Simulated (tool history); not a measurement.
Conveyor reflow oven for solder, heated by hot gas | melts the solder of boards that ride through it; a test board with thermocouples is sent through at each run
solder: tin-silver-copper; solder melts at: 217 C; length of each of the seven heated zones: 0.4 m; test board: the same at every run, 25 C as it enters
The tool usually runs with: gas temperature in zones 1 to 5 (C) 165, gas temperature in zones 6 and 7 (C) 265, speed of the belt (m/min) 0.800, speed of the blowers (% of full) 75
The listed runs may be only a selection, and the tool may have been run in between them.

run	hour	gas temperature in zones 1 to 5 (C)	gas temperature in zones 6 and 7 (C)	speed of the belt (m/min)	speed of the blowers (% of full)	highest temperature of the board (C)	time above the solder's melting point (s)
1	0.0	165	265	0.800	75	250.50	42.69
2	13.8	179	265	0.800	75	252.59	47.66
3	29.1	179	265	0.800	75	252.60	47.67
4	44.1	165	265	0.800	75	250.45	42.65
5	60.4	165	265	0.800	75	250.37	42.47
6	75.5	165	265	0.800	75	250.34	42.50
# hour 94.2: flux residue cleaned out of gas plates and filters
7	98.2	165	265	0.800	75	251.90	43.76
8	112.0	165	265	0.800	75	251.84	43.86
9	124.3	165	265	0.800	81	252.85	44.52
10	139.9	165	265	0.800	81	252.83	44.41
11	152.0	165	265	0.800	81	252.61	44.56
12	163.0	165	265	0.797	75	252.12	43.98
13	172.4	165	265	0.797	75	251.86	43.95
14	185.6	165	265	0.797	75	252.03	44.07
15	200.6	165	265	0.797	75	251.86	43.91
16	209.0	165	265	0.797	75	251.81	43.96
17	222.3	180	265	0.644	75	258.17	64.57
18	240.6	165	262	0.816	75	248.31	40.67
# hour 258.0: belt drive overhauled, speed set with a stopwatch
19	260.7	154	271	0.800	51	249.79	38.08
20	272.6	165	268	0.800	52	249.45	40.57
21	289.4	165	265	0.690	71	254.71	52.81
22	305.9	165	253	0.937	71	234.99	24.53
23	317.5	165	253	0.937	71	234.99	24.82
24	326.4	152	255	0.801	75	240.12	32.44
25	340.7	154	259	0.800	75	244.03	35.61
26	350.6	165	265	0.777	72	251.50	44.34
27	359.3	174	276	0.781	72	262.62	51.85
28	369.7	174	276	0.781	72	262.63	51.72
29	380.1	174	276	0.781	72	262.40	51.75
30	398.1	174	276	0.781	72	262.49	51.81

The same runs without the tool's hidden state, with the same run-to-run variation:
The hidden state here: heat that the gas passes to the board, % of a clean oven's; belt's true speed, % of the reading; true gas temperature in zones 6 and 7 over the reading, C; drift of the gauge itself on peak_c, C; drift of the gauge itself on liquid_s, %.
run	highest temperature of the board (C)	time above the solder's melting point (s)
1	252.41	43.77
2	254.33	48.43
3	254.37	48.46
4	252.47	43.82
5	252.43	43.66
6	252.43	43.72
7	252.39	43.64
8	252.36	43.76
9	253.42	44.44
10	253.42	44.34
11	253.23	44.51
12	252.74	43.95
13	252.51	43.94
14	252.71	44.09
15	252.57	43.95
16	252.54	44.01
17	258.76	64.26
18	249.12	40.87
19	250.97	39.02
20	250.56	41.47
21	255.74	53.67
22	236.37	26.02
23	236.40	26.35
24	241.51	33.95
25	245.47	37.00
26	252.82	45.38
27	263.93	52.52
28	263.97	52.40
29	263.77	52.43
30	263.90	52.51
